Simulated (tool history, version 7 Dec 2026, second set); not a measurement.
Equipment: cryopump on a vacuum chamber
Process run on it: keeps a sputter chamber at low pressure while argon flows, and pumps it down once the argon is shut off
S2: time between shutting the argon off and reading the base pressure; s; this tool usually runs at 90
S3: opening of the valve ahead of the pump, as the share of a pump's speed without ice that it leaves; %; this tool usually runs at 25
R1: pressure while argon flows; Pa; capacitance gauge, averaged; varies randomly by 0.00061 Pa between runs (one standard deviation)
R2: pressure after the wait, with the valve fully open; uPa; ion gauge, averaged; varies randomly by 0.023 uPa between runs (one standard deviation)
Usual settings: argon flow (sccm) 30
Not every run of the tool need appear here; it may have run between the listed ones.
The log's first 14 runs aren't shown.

run 15 hour=334.3 | argon_flow_(sccm)=30 S2=90 S3=19 | R1=0.1852 R2=1.84
run 16 hour=355.8 | argon_flow_(sccm)=30 S2=90 S3=19 | R1=0.1857 R2=1.94
run 17 hour=386.6 | argon_flow_(sccm)=30 S2=44 S3=25 | R1=0.143 R2=2.38
run 18 hour=402.4 | argon_flow_(sccm)=30 S2=292 S3=25 | R1=0.1426 R2=1.57
run 19 hour=428.1 | argon_flow_(sccm)=13 S2=165 S3=37 | R1=0.0435 R2=1.71
run 20 hour=449.9 | argon_flow_(sccm)=22 S2=69 S3=25 | R1=0.1056 R2=2.2
run 21 hour=484.6 | argon_flow_(sccm)=14 S2=59 S3=17 | R1=0.0972 R2=2.28
run 22 hour=503.7 | argon_flow_(sccm)=58 S2=144 S3=50 | R1=0.1475 R2=1.85
-- hour=517.8 pump warmed up, emptied and cooled again
run 23 hour=543.9 | argon_flow_(sccm)=40 S2=37 S3=25 | R1=0.1803 R2=2.52
run 24 hour=559.6 | argon_flow_(sccm)=42 S2=91 S3=25 | R1=0.1897 R2=1.76
run 25 hour=595.6 | argon_flow_(sccm)=53 S2=224 S3=26 | R1=0.231 R2=1.49
run 26 hour=626.2 | argon_flow_(sccm)=53 S2=224 S3=26 | R1=0.2326 R2=1.52
run 27 hour=643.7 | argon_flow_(sccm)=19 S2=47 S3=48 | R1=0.0459 R2=2.31
run 28 hour=677.8 | argon_flow_(sccm)=19 S2=47 S3=48 | R1=0.0463 R2=2.37
run 29 hour=703.5 | argon_flow_(sccm)=19 S2=47 S3=48 | R1=0.0459 R2=2.42
run 30 hour=728.5 | argon_flow_(sccm)=49 S2=32 S3=48 | R1=0.1193 R2=2.88
run 31 hour=746.7 | argon_flow_(sccm)=20 S2=101 S3=37 | R1=0.0621 R2=1.87
run 32 hour=772.1 | argon_flow_(sccm)=20 S2=101 S3=37 | R1=0.0631 R2=2.02
run 33 hour=805.1 | argon_flow_(sccm)=20 S2=101 S3=37 | R1=0.064 R2=2.06

Consider 5 possible next runs. They are alternatives, not a sequence: every one starts from the tool as it was left by run 33. What does each give?
run A hour=828.3 | argon_flow_(sccm)=49 S2=101 S3=37 | R1=? R2=?
run B hour=828.3 | argon_flow_(sccm)=22 S2=288 S3=30 | R1=? R2=?
run C hour=828.3 | argon_flow_(sccm)=46 S2=101 S3=37 | R1=? R2=?
run D hour=828.3 | argon_flow_(sccm)=15 S2=27 S3=59 | R1=? R2=?
run E hour=828.3 | argon_flow_(sccm)=47 S2=27 S3=37 | R1=? R2=?

run=A R1=0.1563 R2=1.96
run=B R1=0.0847 R2=1.81
run=C R1=0.1461 R2=2.02
run=D R1=0.0307 R2=3.28
run=E R1=0.1497 R2=3.27
Without the tool's hidden state the same runs would have given:
run=A R1=0.1499 R2=0.59
run=B R1=0.0818 R2=0.38
run=C R1=0.1401 R2=0.64
run=D R1=0.0287 R2=1.88
run=E R1=0.1435 R2=1.89
